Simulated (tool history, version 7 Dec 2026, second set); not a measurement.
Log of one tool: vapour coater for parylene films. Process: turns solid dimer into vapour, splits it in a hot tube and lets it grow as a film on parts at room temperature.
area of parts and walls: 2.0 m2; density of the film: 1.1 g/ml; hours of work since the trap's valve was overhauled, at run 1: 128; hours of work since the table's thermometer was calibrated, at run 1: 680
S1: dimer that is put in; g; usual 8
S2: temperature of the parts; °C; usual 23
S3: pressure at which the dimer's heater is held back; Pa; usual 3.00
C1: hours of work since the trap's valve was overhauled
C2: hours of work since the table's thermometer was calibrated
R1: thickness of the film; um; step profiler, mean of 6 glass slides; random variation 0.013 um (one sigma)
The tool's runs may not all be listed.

run   hour  S1  S2    S3   C1   C2    R1
  1    0.0   8  23  3.00  128  680  3.01
  2   47.7   8  23  3.00  161  713  3.01
  3  100.9   8  23  3.00  197  750  3.01
     109.9  -- trap's valve overhauled
  4  171.5   7  23  3.00   43  796  2.54
  5  229.1   7  23  3.00   82  836  2.52
     276.9  -- trap's valve overhauled, once more
  6  292.5   3  23  3.00   11  877  1.15
  7  327.5   7  23  3.00   35  901  2.69
     345.3  -- table's thermometer calibrated
  8  373.0   7  23  3.00   66   19  2.63
  9  425.0  12  17  6.48  102   55  4.09
 10  465.8   8  32  2.13  130   83  2.81

Forecast each of these 3 alternatives for the next run:
  A  521.1   7  33   4.59  168  122   ?
  B  521.1   5  21  10.47  168  122   ?
  C  521.1   8  23   6.77  168  122   ?

run    R1
  A  2.00
  B  1.41
  C  2.44
Without the tool's hidden state the same runs would have given:
run    R1
  A  2.05
  B  1.45
  C  2.50

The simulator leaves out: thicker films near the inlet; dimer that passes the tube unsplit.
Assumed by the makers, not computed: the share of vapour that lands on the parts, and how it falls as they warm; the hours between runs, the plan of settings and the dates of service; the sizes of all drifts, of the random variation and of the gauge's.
